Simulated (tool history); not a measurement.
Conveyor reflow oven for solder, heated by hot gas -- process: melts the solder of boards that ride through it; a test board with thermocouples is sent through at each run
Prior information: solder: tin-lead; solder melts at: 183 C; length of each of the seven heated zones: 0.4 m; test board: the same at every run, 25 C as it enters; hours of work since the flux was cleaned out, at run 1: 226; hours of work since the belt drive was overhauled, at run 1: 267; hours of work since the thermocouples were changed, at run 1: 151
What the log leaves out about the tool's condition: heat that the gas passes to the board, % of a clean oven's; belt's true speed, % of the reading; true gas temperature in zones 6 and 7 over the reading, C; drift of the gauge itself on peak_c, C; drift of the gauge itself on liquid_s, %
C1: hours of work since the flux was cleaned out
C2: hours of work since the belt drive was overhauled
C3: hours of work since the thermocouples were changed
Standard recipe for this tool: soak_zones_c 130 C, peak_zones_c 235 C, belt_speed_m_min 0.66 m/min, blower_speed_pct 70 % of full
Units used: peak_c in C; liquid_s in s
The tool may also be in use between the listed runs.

Run 1, day 0: usual settings; C1 226; C2 267; C3 151. Result: peak_c 218.8 C, liquid_s 53.3 s.
Run 2, day 1.858: usual settings; C1 245; C2 286; C3 170. Result: peak_c 218.3 C, liquid_s 53.7 s.
Run 3, day 3.112: usual settings but blower_speed_pct 54 % of full; C1 258; C2 299; C3 183. Result: peak_c 214 C, liquid_s 48.6 s.
Run 4, day 4.408: usual settings but blower_speed_pct 63 % of full; C1 271; C2 312; C3 196. Result: peak_c 216.8 C, liquid_s 51.3 s.
Run 5, day 5.362: usual settings but blower_speed_pct 63 % of full; C1 281; C2 322; C3 206. Result: peak_c 216.7 C, liquid_s 52 s.
Run 6, day 6.917: usual settings but blower_speed_pct 63 % of full; C1 297; C2 337; C3 221. Result: peak_c 216.9 C, liquid_s 51.4 s.
Run 7, day 8.683: usual settings but belt_speed_m_min 0.707 m/min; C1 314; C2 355; C3 239. Result: peak_c 215.6 C, liquid_s 47.8 s.
Run 8, day 9.592: usual settings but belt_speed_m_min 0.707 m/min; C1 324; C2 364; C3 248. Result: peak_c 215.9 C, liquid_s 47.4 s.
Run 9, day 10.738: usual settings but belt_speed_m_min 0.73 m/min; C1 335; C2 376; C3 260. Result: peak_c 214.6 C, liquid_s 44.7 s.
Run 10, day 12.558: usual settings but belt_speed_m_min 0.73 m/min; C1 354; C2 395; C3 279. Result: peak_c 213.9 C, liquid_s 44.8 s.
Run 11, day 13.612: usual settings but belt_speed_m_min 0.73 m/min; C1 365; C2 405; C3 289. Result: peak_c 214.6 C, liquid_s 44.4 s.
Run 12, day 15.35: usual settings but belt_speed_m_min 0.73 m/min; C1 382; C2 423; C3 307. Result: peak_c 214.1 C, liquid_s 44.9 s.
Run 13, day 16.325: usual settings; C1 392; C2 433; C3 317. Result: peak_c 218.2 C, liquid_s 53.3 s.
Run 14, day 17.279: usual settings but soak_zones_c 123 C; C1 402; C2 443; C3 327. Result: peak_c 216.8 C, liquid_s 50.3 s.
Run 15, day 19.142: usual settings; C1 421; C2 461; C3 345. Result: peak_c 218.2 C, liquid_s 52.9 s.
Run 16, day 20.088: usual settings but soak_zones_c 117 C, peak_zones_c 225 C, blower_speed_pct 54 % of full; C1 430; C2 471; C3 355. Result: peak_c 201.7 C, liquid_s 33 s.
Run 17, day 21.667: usual settings but peak_zones_c 225 C, blower_speed_pct 78 % of full; C1 446; C2 487; C3 371. Result: peak_c 210.7 C, liquid_s 47.8 s.
At day 22.25: flux residue cleaned out of gas plates and filters.
Run 18, day 23.742: usual settings but peak_zones_c 225 C, blower_speed_pct 78 % of full; C1 15; C2 506; C3 390. Result: peak_c 214.7 C, liquid_s 51.9 s.
Run 19, day 25.158: usual settings but soak_zones_c 143 C, peak_zones_c 228 C, belt_speed_m_min 0.773 m/min, blower_speed_pct 75 % of full; C1 30; C2 520; C3 404. Result: peak_c 213.7 C, liquid_s 46.6 s.
Run 20, day 26.925: usual settings but soak_zones_c 123 C, belt_speed_m_min 0.779 m/min; C1 47; C2 538; C3 422. Result: peak_c 214.4 C, liquid_s 40.4 s.
Run 21, day 28.621: usual settings but soak_zones_c 123 C, belt_speed_m_min 0.779 m/min; C1 65; C2 556; C3 440. Result: peak_c 214.6 C, liquid_s 40.4 s.
Run 22, day 30.083: usual settings but soak_zones_c 143 C, peak_zones_c 246 C, belt_speed_m_min 0.665 m/min; C1 80; C2 570; C3 454. Result: peak_c 233.1 C, liquid_s 66.3 s.
Run 23, day 31.871: usual settings but soak_zones_c 127 C, belt_speed_m_min 0.692 m/min; C1 98; C2 589; C3 473. Result: peak_c 219.4 C, liquid_s 51.2 s.
Run 24, day 33.758: usual settings but blower_speed_pct 64 % of full; C1 117; C2 608; C3 492. Result: peak_c 219.7 C, liquid_s 55 s.
Run 25, day 35.333: usual settings but blower_speed_pct 64 % of full; C1 133; C2 624; C3 508. Result: peak_c 219.7 C, liquid_s 54.8 s.
Run 26, day 36.1: usual settings but soak_zones_c 125 C, peak_zones_c 226 C, belt_speed_m_min 0.601 m/min, blower_speed_pct 55 % of full; C1 141; C2 632; C3 516. Result: peak_c 211.3 C, liquid_s 51.1 s.
Run 27, day 37.229: usual settings but blower_speed_pct 71 % of full; C1 152; C2 643; C3 527. Result: peak_c 221.4 C, liquid_s 55.7 s.
Run 28, day 38.504: usual settings but blower_speed_pct 71 % of full; C1 165; C2 656; C3 540. Result: peak_c 221 C, liquid_s 56.5 s.
Run 29, day 40.117: usual settings but soak_zones_c 137 C, peak_zones_c 242 C, belt_speed_m_min 0.562 m/min, blower_speed_pct 73 % of full; C1 181; C2 672; C3 556. Result: peak_c 233.6 C, liquid_s 77.3 s.
Run 30, day 41.996: usual settings but soak_zones_c 133 C, blower_speed_pct 55 % of full; C1 200; C2 691; C3 575. Result: peak_c 217.1 C, liquid_s 52.7 s.

Subtracting, for every run, the result it would have given without the tool's unlogged condition from the measured result gives the following. The same run-to-run variation enters both numbers; the gauge's scatter may not:
run  peak_c  liquid_s
  1    -1.3      -0.9
  2    -1.4        -1
  3    -1.1        -1
  4    -1.4      -1.1
  5    -1.4      -1.1
  6    -1.5      -1.2
  7    -1.9      -1.4
  8    -1.9      -1.4
  9    -2.1      -1.6
 10    -2.1      -1.7
 11    -2.2      -1.7
 12    -2.4      -1.8
 13      -2      -1.4
 14    -2.2      -1.7
 15      -2      -1.5
 16    -1.9      -2.5
 17      -2      -2.2
 18    +1.7      +1.9
 19    +1.6      +1.6
 20    +1.5      +1.6
 21    +1.4      +1.5
 22    +1.5      +1.7
 23    +1.3      +1.5
 24    +1.4      +1.7
 25    +1.3      +1.6
 26    +1.4      +2.1
 27    +1.2      +1.5
 28    +1.2      +1.5
 29    +1.4      +1.9
 30    +1.2      +1.7
